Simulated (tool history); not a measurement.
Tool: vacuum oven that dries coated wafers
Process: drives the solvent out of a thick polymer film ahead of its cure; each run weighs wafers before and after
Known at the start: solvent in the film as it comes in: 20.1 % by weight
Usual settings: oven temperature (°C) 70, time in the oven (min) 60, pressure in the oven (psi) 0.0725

run   hour  oven temperature (°C)  time in the oven (min)  pressure in the oven (psi)  solvent left in the film (%)
  1      0                     70                      60                      0.0725                          2.95
  2   17.8                     70                      60                      0.0725                          2.91
  3   30.6                     70                      60                      0.1112                          3.04
  4   42.9                     70                      60                      0.1112                          3.18
  5   60.1                     70                      60                      0.1112                          3.09
  6   71.7                     83                      60                      0.0725                          0.31
  7   89.1                     83                      60                      0.0725                          0.21
  8  104.6                     83                      60                      0.0725                          0.26
  9  120.3                     83                      60                      0.0725                          0.29
 10  133.9                     56                      60                      0.0725                          9.72
 11  150.8                     56                      60                      0.0725                           9.8
 12  163.5                     56                      60                      0.0725                          9.62
 13  173.1                     56                      60                      0.0725                          9.85
 14  185.2                     70                      57                      0.0725                           3.2
 15  201.7                     70                      57                      0.2631                           3.7
 16  211.6                     59                      60                      0.2576                          8.99
 17  222.5                     67                      74                      0.2576                          3.72
 18  240.6                     59                      84                      0.0866                          6.34
 19  251.2                     64                      63                      0.0763                          5.53
 20  262.5                     65                      86                      0.0934                          3.31
 21  275.8                     65                      36                      0.0658                          8.18
 22  289.4                     85                      32                      0.0725                          0.87
 23  306.2                     72                      79                      0.0725                          1.18
 24  315.1                     72                      79                      0.0725                          1.27
 25  322.9                     67                      66                       0.046                          3.67
 26  330.5                     67                      66                       0.046                          3.72
 27  348.4                     60                      92                      0.0853                          5.39
 28    365                     74                      60                       0.092                          1.64

Run 29 comes next. What will it give?
 29  381.3                     71                     102                       0.092                             ?

Run 29 gave solvent left in the film (%) 0.93.
Without the tool's hidden state the same run would have given solvent left in the film (%) 0.93.

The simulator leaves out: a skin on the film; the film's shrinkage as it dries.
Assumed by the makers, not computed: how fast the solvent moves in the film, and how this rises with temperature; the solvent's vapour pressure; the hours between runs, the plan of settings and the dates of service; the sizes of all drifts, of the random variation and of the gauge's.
